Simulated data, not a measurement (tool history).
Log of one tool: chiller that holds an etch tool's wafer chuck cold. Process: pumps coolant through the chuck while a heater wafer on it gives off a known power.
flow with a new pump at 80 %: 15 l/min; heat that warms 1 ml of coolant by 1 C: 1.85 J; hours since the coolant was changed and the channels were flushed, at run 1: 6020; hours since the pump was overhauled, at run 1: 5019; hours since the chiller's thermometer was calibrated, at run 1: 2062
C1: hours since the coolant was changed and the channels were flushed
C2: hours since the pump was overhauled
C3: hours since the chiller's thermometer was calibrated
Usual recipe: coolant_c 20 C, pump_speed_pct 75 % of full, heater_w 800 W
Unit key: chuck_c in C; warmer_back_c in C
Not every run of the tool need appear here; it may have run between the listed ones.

Run 1, hour 0.0: usual settings; C1 6020; C2 5019; C3 2062. Result: chuck_c 27.6 C, warmer_back_c 1.94 C.
Run 2, hour 96.6: usual settings but coolant_c 13 C; C1 6116; C2 5116; C3 2159. Result: chuck_c 20.5 C, warmer_back_c 1.98 C.
Run 3, hour 226.8: usual settings but coolant_c 16 C; C1 6246; C2 5246; C3 2289. Result: chuck_c 23.5 C, warmer_back_c 1.97 C.
At hour 256.0: coolant changed, channels flushed.
At hour 285.9: chiller's thermometer calibrated.
Run 4, hour 363.3: usual settings; C1 106; C2 5376; C3 77. Result: chuck_c 26.9 C, warmer_back_c 1.97 C.
Run 5, hour 451.5: usual settings; C1 194; C2 5464; C3 166. Result: chuck_c 26.8 C, warmer_back_c 1.97 C.
Run 6, hour 564.6: usual settings but heater_w 489 W; C1 308; C2 5577; C3 279. Result: chuck_c 24.2 C, warmer_back_c 1.21 C.
Run 7, hour 653.0: usual settings but coolant_c 12 C; C1 396; C2 5665; C3 367. Result: chuck_c 18.9 C, warmer_back_c 1.98 C.
Run 8, hour 801.4: usual settings but coolant_c 12 C; C1 544; C2 5814; C3 515. Result: chuck_c 18.8 C, warmer_back_c 2.00 C.
Run 9, hour 909.4: usual settings but coolant_c 12 C; C1 652; C2 5922; C3 624. Result: chuck_c 18.7 C, warmer_back_c 1.95 C.
Run 10, hour 1002.5: usual settings but coolant_c 12 C; C1 745; C2 6015; C3 717. Result: chuck_c 18.9 C, warmer_back_c 1.98 C.
Run 11, hour 1093.9: usual settings but coolant_c 12 C; C1 837; C2 6106; C3 808. Result: chuck_c 18.8 C, warmer_back_c 2.02 C.
Run 12, hour 1225.2: usual settings but coolant_c 12 C; C1 968; C2 6238; C3 939. Result: chuck_c 18.7 C, warmer_back_c 2.00 C.
Run 13, hour 1331.9: usual settings but coolant_c 12 C; C1 1075; C2 6344; C3 1046. Result: chuck_c 18.9 C, warmer_back_c 1.98 C.
Run 14, hour 1415.4: usual settings; C1 1158; C2 6428; C3 1130. Result: chuck_c 26.9 C, warmer_back_c 2.00 C.
Run 15, hour 1486.7: usual settings but coolant_c 19 C; C1 1230; C2 6499; C3 1201. Result: chuck_c 25.8 C, warmer_back_c 1.96 C.
Run 16, hour 1589.0: usual settings; C1 1332; C2 6601; C3 1303. Result: chuck_c 26.8 C, warmer_back_c 1.95 C.
Run 17, hour 1697.1: usual settings but pump_speed_pct 65 % of full, heater_w 402 W; C1 1440; C2 6709; C3 1411. Result: chuck_c 23.8 C, warmer_back_c 1.18 C.
Run 18, hour 1803.4: usual settings but pump_speed_pct 65 % of full, heater_w 402 W; C1 1546; C2 6816; C3 1518. Result: chuck_c 23.8 C, warmer_back_c 1.18 C.
Run 19, hour 1930.9: usual settings but pump_speed_pct 65 % of full, heater_w 402 W; C1 1674; C2 6943; C3 1645. Result: chuck_c 23.7 C, warmer_back_c 1.16 C.
Run 20, hour 2011.6: usual settings but coolant_c 17 C, pump_speed_pct 62 % of full, heater_w 1114 W; C1 1755; C2 7024; C3 1726. Result: chuck_c 28.2 C, warmer_back_c 3.48 C.
Run 21, hour 2119.5: usual settings but coolant_c 28 C, heater_w 829 W; C1 1863; C2 7132; C3 1834. Result: chuck_c 35.3 C, warmer_back_c 2.10 C.
Run 22, hour 2179.9: usual settings but coolant_c 24 C, pump_speed_pct 82 % of full; C1 1923; C2 7192; C3 1894. Result: chuck_c 30.1 C, warmer_back_c 1.80 C.
Run 23, hour 2309.2: usual settings but heater_w 704 W; C1 2052; C2 7322; C3 2023. Result: chuck_c 26.2 C, warmer_back_c 1.80 C.
Run 24, hour 2435.2: usual settings but coolant_c 18 C, heater_w 547 W; C1 2178; C2 7448; C3 2149. Result: chuck_c 22.6 C, warmer_back_c 1.39 C.
Run 25, hour 2562.5: usual settings but coolant_c 22 C, pump_speed_pct 83 % of full, heater_w 463 W; C1 2306; C2 7575; C3 2277. Result: chuck_c 25.7 C, warmer_back_c 1.05 C.
At hour 2625.7: chiller's thermometer calibrated.
Run 26, hour 2646.2: usual settings but coolant_c 29 C, pump_speed_pct 100 % of full, heater_w 926 W; C1 2388; C2 7658; C3 20. Result: chuck_c 35.9 C, warmer_back_c 1.71 C.
Run 27, hour 2711.3: usual settings but coolant_c 22 C, pump_speed_pct 62 % of full, heater_w 771 W; C1 2453; C2 7723; C3 86. Result: chuck_c 30.1 C, warmer_back_c 2.42 C.
Run 28, hour 2860.2: usual settings but coolant_c 16 C, pump_speed_pct 65 % of full, heater_w 712 W; C1 2602; C2 7872; C3 234. Result: chuck_c 23.2 C, warmer_back_c 2.13 C.
Run 29, hour 2929.8: usual settings but coolant_c 14 C; C1 2672; C2 7941; C3 304. Result: chuck_c 21.4 C, warmer_back_c 2.06 C.
Run 30, hour 3015.5: usual settings but coolant_c 14 C; C1 2758; C2 8027; C3 390. Result: chuck_c 21.4 C, warmer_back_c 2.02 C.
Run 31, hour 3130.4: usual settings but coolant_c 13 C, pump_speed_pct 72 % of full, heater_w 996 W; C1 2872; C2 8142; C3 505. Result: chuck_c 22.3 C, warmer_back_c 2.66 C.
Run 32, hour 3192.1: usual settings but pump_speed_pct 92 % of full; C1 2934; C2 8203; C3 566. Result: chuck_c 26.4 C, warmer_back_c 1.61 C.

Branching from run 32: 4 alternative next runs. What would each branch give?
Run A, hour 3257.9: usual settings but coolant_c 15 C, pump_speed_pct 94 % of full, heater_w 464 W; C1 3000; C2 8269; C3 632. Result: chuck_c ?, warmer_back_c ?.
Run B, hour 3257.9: usual settings but coolant_c 11 C, pump_speed_pct 70 % of full, heater_w 814 W; C1 3000; C2 8269; C3 632. Result: chuck_c ?, warmer_back_c ?.
Run C, hour 3257.9: usual settings but heater_w 651 W; C1 3000; C2 8269; C3 632. Result: chuck_c ?, warmer_back_c ?.
Run D, hour 3257.9: usual settings but coolant_c 15 C, pump_speed_pct 92 % of full, heater_w 901 W; C1 3000; C2 8269; C3 632. Result: chuck_c ?, warmer_back_c ?.

run  chuck_c  warmer_back_c
  A     18.6           0.91
  B     18.9           2.29
  C     26.3           1.67
  D     22.1           1.85
With the hidden condition removed and each run's random variation left untouched, the same runs would have given:
run  chuck_c  warmer_back_c
  A     18.1           0.83
  B     17.9           2.09
  C     25.5           1.52
  D     21.1           1.69

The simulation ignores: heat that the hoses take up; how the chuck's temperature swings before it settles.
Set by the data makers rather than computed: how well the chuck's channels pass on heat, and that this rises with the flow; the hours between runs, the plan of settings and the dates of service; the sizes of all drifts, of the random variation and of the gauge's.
